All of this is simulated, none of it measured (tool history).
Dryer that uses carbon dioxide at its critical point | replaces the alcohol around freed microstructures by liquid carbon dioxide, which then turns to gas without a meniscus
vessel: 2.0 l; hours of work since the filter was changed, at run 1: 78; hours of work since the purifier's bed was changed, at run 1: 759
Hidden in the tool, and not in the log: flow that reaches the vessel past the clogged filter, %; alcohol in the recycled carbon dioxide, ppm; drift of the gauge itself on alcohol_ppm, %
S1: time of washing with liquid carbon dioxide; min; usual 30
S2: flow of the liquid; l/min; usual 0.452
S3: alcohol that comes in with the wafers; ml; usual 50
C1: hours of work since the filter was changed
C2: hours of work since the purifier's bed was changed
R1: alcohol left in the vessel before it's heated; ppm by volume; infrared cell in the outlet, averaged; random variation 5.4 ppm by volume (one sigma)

run 1 hour=0.0 | S1=30 S2=0.452 S3=50 | C1=78 C2=759 | R1=357
run 2 hour=44.2 | S1=30 S2=0.452 S3=50 | C1=93 C2=774 | R1=372
run 3 hour=89.5 | S1=30 S2=0.452 S3=50 | C1=108 C2=789 | R1=393
run 4 hour=134.8 | S1=30 S2=0.452 S3=50 | C1=124 C2=804 | R1=433
run 5 hour=186.9 | S1=30 S2=0.452 S3=50 | C1=141 C2=822 | R1=455
run 6 hour=244.6 | S1=30 S2=0.452 S3=50 | C1=160 C2=841 | R1=481
run 7 hour=272.7 | S1=30 S2=0.452 S3=49 | C1=170 C2=851 | R1=477
run 8 hour=320.4 | S1=30 S2=0.452 S3=49 | C1=186 C2=867 | R1=494
-- hour=338.1 inlet filter changed
run 9 hour=347.9 | S1=30 S2=0.452 S3=49 | C1=3 C2=876 | R1=323
run 10 hour=409.5 | S1=30 S2=0.452 S3=84 | C1=24 C2=896 | R1=428
run 11 hour=454.7 | S1=30 S2=0.762 S3=50 | C1=39 C2=911 | R1=197
run 12 hour=486.6 | S1=30 S2=0.762 S3=50 | C1=50 C2=922 | R1=208
run 13 hour=532.5 | S1=30 S2=0.762 S3=50 | C1=65 C2=937 | R1=221
run 14 hour=584.0 | S1=30 S2=0.452 S3=50 | C1=82 C2=955 | R1=382
run 15 hour=646.1 | S1=42 S2=0.452 S3=50 | C1=103 C2=975 | R1=237
run 16 hour=672.6 | S1=42 S2=0.452 S3=50 | C1=112 C2=984 | R1=248
run 17 hour=705.2 | S1=42 S2=0.452 S3=50 | C1=123 C2=995 | R1=244
run 18 hour=763.2 | S1=25 S2=0.713 S3=51 | C1=143 C2=1015 | R1=291
run 19 hour=803.7 | S1=30 S2=0.452 S3=82 | C1=156 C2=1028 | R1=611
run 20 hour=833.7 | S1=26 S2=0.495 S3=111 | C1=166 C2=1038 | R1=980
run 21 hour=872.8 | S1=36 S2=0.603 S3=42 | C1=179 C2=1052 | R1=253
-- hour=911.5 inlet filter changed
run 22 hour=911.8 | S1=47 S2=0.370 S3=45 | C1=0 C2=1064 | R1=263
run 23 hour=971.3 | S1=30 S2=0.474 S3=63 | C1=20 C2=1084 | R1=388
run 24 hour=1009.1 | S1=22 S2=0.452 S3=50 | C1=33 C2=1097 | R1=801
run 25 hour=1053.5 | S1=30 S2=0.288 S3=30 | C1=48 C2=1112 | R1=786
run 26 hour=1113.4 | S1=30 S2=0.382 S3=35 | C1=68 C2=1132 | R1=502
run 27 hour=1164.2 | S1=30 S2=0.382 S3=35 | C1=85 C2=1149 | R1=521

Hidden state at the last listed run before each entry between runs and at the first one after, where it differs:
Between runs 8 and 9: inlet filter changed (hour 338.1)
  flow that reaches the vessel past the clogged filter, %: 82.2 -> 99.7; alcohol in the recycled carbon dioxide, ppm: 192.7 -> 194.6
  measured less the result without the state, R1: +374 -> +192 ppm by volume
Between runs 21 and 22: inlet filter changed (hour 911.5)
  flow that reaches the vessel past the clogged filter, %: 84.9 -> 99.8; alcohol in the recycled carbon dioxide, ppm: 233.5 -> 236.1
  measured less the result without the state, R1: +244 -> +229 ppm by volume

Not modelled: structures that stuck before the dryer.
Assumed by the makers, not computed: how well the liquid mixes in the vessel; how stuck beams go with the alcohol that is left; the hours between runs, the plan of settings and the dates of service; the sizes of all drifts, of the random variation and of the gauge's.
